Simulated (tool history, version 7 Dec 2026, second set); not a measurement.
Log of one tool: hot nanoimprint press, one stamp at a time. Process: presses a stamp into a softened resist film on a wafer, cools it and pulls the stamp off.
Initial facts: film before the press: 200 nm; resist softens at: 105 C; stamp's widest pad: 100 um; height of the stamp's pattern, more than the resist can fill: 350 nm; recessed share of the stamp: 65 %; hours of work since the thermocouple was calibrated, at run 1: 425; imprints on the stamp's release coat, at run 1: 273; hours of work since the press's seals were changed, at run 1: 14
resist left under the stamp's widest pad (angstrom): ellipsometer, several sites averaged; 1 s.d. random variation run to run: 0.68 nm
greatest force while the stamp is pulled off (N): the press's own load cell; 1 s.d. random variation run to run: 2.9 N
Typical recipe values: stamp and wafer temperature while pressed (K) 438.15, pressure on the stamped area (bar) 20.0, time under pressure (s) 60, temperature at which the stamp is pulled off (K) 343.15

run,hour,stamp and wafer temperature while pressed (K),pressure on the stamped area (bar),time under pressure (s),temperature at which the stamp is pulled off (K),hours of work since the thermocouple was calibrated,imprints on the stamp's release coat,hours of work since the press's seals were changed,resist left under the stamp's widest pad (angstrom),greatest force while the stamp is pulled off (N)
1,0.0,438.15,20.0,60,343.15,425,273,14,995,134
2,8.1,438.15,20.0,31,343.15,430,299,18,1248,141
3,19.9,438.15,20.0,86,343.15,436,337,24,867,136
4,29.2,438.15,20.0,86,343.15,441,367,29,878,133
5,39.6,438.15,20.0,86,343.15,447,400,35,883,140
6,46.3,438.15,21.5,63,335.15,450,422,39,946,154
7,59.3,439.15,25.6,63,350.15,457,464,46,840,123
8,70.8,439.15,27.2,63,350.15,463,501,52,822,123
9,76.9,448.15,17.8,66,343.15,467,521,55,613,133
# hour 87.2: plate thermocouple calibrated
10,92.8,448.15,17.8,66,343.15,3,562,62,606,135

Predict each of these 5 candidate next runs independently; none follows another, all start after run 10:
A,99.1,448.15,17.8,66,346.15,6,582,65,?,?
B,99.1,439.15,20.0,60,343.15,6,582,65,?,?
C,99.1,436.15,19.4,94,343.15,6,582,65,?,?
D,99.1,438.15,18.3,60,329.15,6,582,65,?,?
E,99.1,431.15,26.4,66,343.15,6,582,65,?,?

run,resist left under the stamp's widest pad (angstrom),greatest force while the stamp is pulled off (N)
A,613,134
B,957,138
C,962,139
D,1042,163
E,1249,139
The same runs, with their run-to-run variation unchanged, on a tool lacking any hidden condition would have given:
run,resist left under the stamp's widest pad (angstrom),greatest force while the stamp is pulled off (N)
A,613,134
B,957,137
C,962,138
D,1042,162
E,1249,138

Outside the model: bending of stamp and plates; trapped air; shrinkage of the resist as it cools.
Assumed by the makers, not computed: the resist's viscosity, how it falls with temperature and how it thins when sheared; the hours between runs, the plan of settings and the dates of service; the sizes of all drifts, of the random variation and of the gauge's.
